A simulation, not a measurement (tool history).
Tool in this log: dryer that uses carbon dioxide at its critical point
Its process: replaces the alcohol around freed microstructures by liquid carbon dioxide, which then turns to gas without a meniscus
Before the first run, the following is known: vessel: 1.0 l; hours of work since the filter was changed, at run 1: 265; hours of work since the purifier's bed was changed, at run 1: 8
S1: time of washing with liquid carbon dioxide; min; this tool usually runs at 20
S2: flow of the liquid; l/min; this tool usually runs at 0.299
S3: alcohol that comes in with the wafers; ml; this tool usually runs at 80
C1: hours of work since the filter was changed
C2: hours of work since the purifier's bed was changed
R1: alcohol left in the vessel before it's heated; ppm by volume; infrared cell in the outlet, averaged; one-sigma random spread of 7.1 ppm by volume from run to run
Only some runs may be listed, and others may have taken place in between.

Run 1, day 0.000: usual settings; C1 265; C2 8. Result: R1 423 ppm by volume.
Run 2, day 0.358: usual settings; C1 268; C2 12. Result: R1 412 ppm by volume.
Run 3, day 0.838: usual settings; C1 273; C2 17. Result: R1 424 ppm by volume.
Run 4, day 1.242: usual settings; C1 277; C2 20. Result: R1 420 ppm by volume.
Run 5, day 1.633: usual settings; C1 280; C2 24. Result: R1 406 ppm by volume.
Run 6, day 2.175: usual settings but S2 0.300 l/min; C1 286; C2 29. Result: R1 414 ppm by volume.
Run 7, day 2.554: usual settings but S3 63 ml; C1 289; C2 33. Result: R1 328 ppm by volume.
Run 8, day 3.058: usual settings but S3 76 ml; C1 294; C2 38. Result: R1 402 ppm by volume.
Run 9, day 3.462: usual settings but S3 76 ml; C1 298; C2 42. Result: R1 384 ppm by volume.
Run 10, day 3.754: usual settings; C1 301; C2 45. Result: R1 406 ppm by volume.
Run 11, day 4.179: usual settings; C1 305; C2 49. Result: R1 424 ppm by volume.
Run 12, day 4.492: usual settings; C1 308; C2 52. Result: R1 425 ppm by volume.
Run 13, day 4.917: usual settings; C1 312; C2 56. Result: R1 438 ppm by volume.
Run 14, day 5.508: usual settings but S1 25 min, S2 0.412 l/min; C1 318; C2 62. Result: R1 19 ppm by volume.
Run 15, day 5.850: usual settings but S1 21 min, S2 0.378 l/min; C1 321; C2 65. Result: R1 75 ppm by volume.
Run 16, day 6.162: usual settings but S1 21 min, S2 0.378 l/min; C1 324; C2 68. Result: R1 90 ppm by volume.
Run 17, day 6.712: usual settings but S1 16 min, S2 0.378 l/min, S3 70 ml; C1 329; C2 73. Result: R1 361 ppm by volume.
Run 18, day 7.162: usual settings but S1 30 min; C1 334; C2 78. Result: R1 47 ppm by volume.
Run 19, day 7.612: usual settings but S1 30 min; C1 338; C2 82. Result: R1 45 ppm by volume.
Run 20, day 7.867: usual settings but S1 16 min, S2 0.198 l/min, S3 72 ml; C1 340; C2 84. Result: R1 4336 ppm by volume.
Run 21, day 8.371: usual settings but S1 31 min, S2 0.198 l/min, S3 74 ml; C1 345; C2 89. Result: R1 346 ppm by volume.
Run 22, day 8.929: usual settings but S1 28 min, S2 0.198 l/min, S3 23 ml; C1 351; C2 95. Result: R1 188 ppm by volume.
Run 23, day 9.350: usual settings but S1 12 min, S2 0.407 l/min, S3 21 ml; C1 355; C2 99. Result: R1 316 ppm by volume.
Run 24, day 9.612: usual settings but S1 12 min, S2 0.407 l/min, S3 21 ml; C1 357; C2 101. Result: R1 317 ppm by volume.
Run 25, day 10.054: usual settings but S1 12 min, S2 0.407 l/min, S3 21 ml; C1 362; C2 105. Result: R1 318 ppm by volume.

Measured less the same run without the tool's hidden state. The same run-to-run variation is in both; the gauge's scatter may not be:
Unlogged tool condition in this case: flow that reaches the vessel past the clogged filter, %; alcohol in the recycled carbon dioxide, ppm; drift of the gauge itself on alcohol_ppm, %.
run    R1
  1   +78
  2   +77
  3   +81
  4   +80
  5   +80
  6   +83
  7   +66
  8   +81
  9   +81
 10   +87
 11   +91
 12   +90
 13   +93
 14    +9
 15   +26
 16   +27
 17   +83
 18   +15
 19   +16
 20  +553
 21   +85
 22   +44
 23   +65
 24   +67
 25   +68
